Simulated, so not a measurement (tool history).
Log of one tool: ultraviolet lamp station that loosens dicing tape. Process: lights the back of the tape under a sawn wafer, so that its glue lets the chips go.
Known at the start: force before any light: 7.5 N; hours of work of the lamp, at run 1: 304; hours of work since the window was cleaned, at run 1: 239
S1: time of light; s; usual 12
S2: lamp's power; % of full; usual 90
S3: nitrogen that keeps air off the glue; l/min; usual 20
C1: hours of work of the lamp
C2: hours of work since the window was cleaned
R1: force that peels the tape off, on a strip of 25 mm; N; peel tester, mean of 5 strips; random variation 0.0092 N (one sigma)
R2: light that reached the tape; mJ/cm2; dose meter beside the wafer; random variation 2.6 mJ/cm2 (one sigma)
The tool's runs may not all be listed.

run     day  S1  S2  S3   C1   C2     R1   R2
  1       0  12  90  20  304  239   0.53  279
  2   0.604  12  90  20  312  247  0.536  281
  3   1.383  12  90  20  321  256  0.547  279
  4   1.829  12  90   9  327  261  0.894  277
  5   2.733  12  90   6  337  272  1.143  275
  6   3.333  12  66  20  345  280  0.995  204
  7   3.975  12  90  27  352  287  0.489  273
  8   4.538  12  90  27  359  294  0.481  267
  9   5.342  12  90  27  369  304  0.498  271
      5.838  -- window cleaned of glue's vapour
 10   5.862  12  90  27  375    0  0.537  257
 11   6.354  12  90  27  381    6  0.537  257
 12   6.804  12  90  27  386   12  0.557  259
 13   7.371  12  90  20  393   19  0.643  257
 14   7.938  12  90  20  400   25   0.65  260
 15   8.646  12  90  20  408   34  0.662  252
 16   9.029  12  90  20  413   38  0.649  258
 17   9.683  12  62  20  421   46  1.316  173
 18  10.225  12  90  20  427   53  0.666  248
     11.025  -- window cleaned of glue's vapour, once more
 19  11.042  12  90  20  437    0   0.56  279
 20  11.846  12  90  20  447   10  0.549  276
 21  12.767  12  90  20  458   21  0.552  274
 22  13.604  12  90  20  468   31  0.564  273
 23  14.417  23  80  28  478   41  0.222  461
 24  15.142   9  63  11  486   50  2.218  146
 25   15.65   9  63  11  493   56  2.336  142
 26  16.362   9  63  11  501   64  2.339  138
 27  17.267   9  63  11  512   75  2.228  136
 28  17.721   7  61   7  517   81  3.461  101
 29  18.496  21  75  29  527   90  0.266  379
 30  19.142  21  94  29  535   98  0.201  474
 31  19.579  22  66  20  540  103  0.341  347
 32  20.338  22  66  20  549  112  0.362  347
 33  21.188  22  66   8  559  122   0.64  345
 34  21.917  15  69  12  568  131  0.959  245
 35  22.546  11  80  10  576  139  1.337  208

Forecast run 36:
 36  23.1   6  90  21  582  146   ?   ?

{"run 36": {"R1": 1.984, "R2": 130}}
Without the tool's hidden state the same run would have given R1 1.356 N, R2 170 mJ/cm2.

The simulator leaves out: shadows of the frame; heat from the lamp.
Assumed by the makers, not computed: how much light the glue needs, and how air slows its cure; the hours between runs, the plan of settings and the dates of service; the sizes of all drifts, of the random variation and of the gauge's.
